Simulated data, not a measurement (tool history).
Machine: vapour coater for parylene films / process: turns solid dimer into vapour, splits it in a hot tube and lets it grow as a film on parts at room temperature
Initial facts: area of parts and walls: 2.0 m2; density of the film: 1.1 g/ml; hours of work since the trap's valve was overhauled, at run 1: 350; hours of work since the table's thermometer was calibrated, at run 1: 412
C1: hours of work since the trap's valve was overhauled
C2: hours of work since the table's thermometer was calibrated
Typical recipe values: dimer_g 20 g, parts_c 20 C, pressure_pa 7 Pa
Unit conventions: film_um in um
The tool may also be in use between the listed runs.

{"run": 1, "day": 0.0, "dimer_g": 20, "parts_c": 20, "pressure_pa": 7, "C1": 350, "C2": 412, "film_um": 6.17}
{"run": 2, "day": 1.517, "dimer_g": 18, "parts_c": 20, "pressure_pa": 7, "C1": 372, "C2": 433, "film_um": 5.62}
{"run": 3, "day": 2.354, "dimer_g": 10, "parts_c": 20, "pressure_pa": 7, "C1": 384, "C2": 445, "film_um": 3.14}
{"day": 3.3, "done": "trap's valve overhauled"}
{"run": 4, "day": 4.179, "dimer_g": 20, "parts_c": 31, "pressure_pa": 7, "C1": 13, "C2": 469, "film_um": 3.72}
{"run": 5, "day": 4.946, "dimer_g": 20, "parts_c": 31, "pressure_pa": 7, "C1": 23, "C2": 480, "film_um": 3.79}
{"run": 6, "day": 6.717, "dimer_g": 20, "parts_c": 14, "pressure_pa": 7, "C1": 49, "C2": 505, "film_um": 8.31}
{"run": 7, "day": 8.088, "dimer_g": 20, "parts_c": 20, "pressure_pa": 7, "C1": 68, "C2": 524, "film_um": 6.26}
{"run": 8, "day": 9.417, "dimer_g": 20, "parts_c": 20, "pressure_pa": 7, "C1": 87, "C2": 543, "film_um": 6.25}
{"run": 9, "day": 10.517, "dimer_g": 20, "parts_c": 20, "pressure_pa": 7, "C1": 103, "C2": 559, "film_um": 6.28}
{"run": 10, "day": 11.954, "dimer_g": 20, "parts_c": 20, "pressure_pa": 7, "C1": 123, "C2": 579, "film_um": 6.2}
{"run": 11, "day": 13.688, "dimer_g": 20, "parts_c": 20, "pressure_pa": 7, "C1": 148, "C2": 604, "film_um": 6.17}
{"run": 12, "day": 14.688, "dimer_g": 20, "parts_c": 20, "pressure_pa": 7, "C1": 162, "C2": 618, "film_um": 6.27}
{"run": 13, "day": 16.079, "dimer_g": 26, "parts_c": 20, "pressure_pa": 7, "C1": 182, "C2": 638, "film_um": 8.12}
{"run": 14, "day": 16.854, "dimer_g": 20, "parts_c": 20, "pressure_pa": 7, "C1": 193, "C2": 649, "film_um": 6.17}
{"run": 15, "day": 18.638, "dimer_g": 20, "parts_c": 20, "pressure_pa": 7, "C1": 218, "C2": 675, "film_um": 6.28}
{"run": 16, "day": 19.971, "dimer_g": 20, "parts_c": 20, "pressure_pa": 7, "C1": 237, "C2": 694, "film_um": 6.21}
{"run": 17, "day": 21.354, "dimer_g": 20, "parts_c": 20, "pressure_pa": 7, "C1": 257, "C2": 713, "film_um": 6.18}
{"run": 18, "day": 22.746, "dimer_g": 20, "parts_c": 20, "pressure_pa": 7, "C1": 277, "C2": 733, "film_um": 6.22}
{"run": 19, "day": 23.742, "dimer_g": 10, "parts_c": 20, "pressure_pa": 7, "C1": 291, "C2": 747, "film_um": 3.12}
{"run": 20, "day": 25.071, "dimer_g": 10, "parts_c": 20, "pressure_pa": 7, "C1": 310, "C2": 766, "film_um": 3.14}
{"run": 21, "day": 26.542, "dimer_g": 10, "parts_c": 20, "pressure_pa": 7, "C1": 331, "C2": 787, "film_um": 3.16}
{"run": 22, "day": 27.675, "dimer_g": 25, "parts_c": 20, "pressure_pa": 7, "C1": 347, "C2": 803, "film_um": 7.77}
{"run": 23, "day": 28.867, "dimer_g": 25, "parts_c": 20, "pressure_pa": 7, "C1": 364, "C2": 820, "film_um": 7.74}

What will run 24 give?
{"run": 24, "day": 30.575, "dimer_g": 9, "parts_c": 20, "pressure_pa": 7, "C1": 389, "C2": 845, "film_um": "?"}

film_um: 2.79 um
With no hidden state in the tool, this same run would have given film_um 2.80 um.

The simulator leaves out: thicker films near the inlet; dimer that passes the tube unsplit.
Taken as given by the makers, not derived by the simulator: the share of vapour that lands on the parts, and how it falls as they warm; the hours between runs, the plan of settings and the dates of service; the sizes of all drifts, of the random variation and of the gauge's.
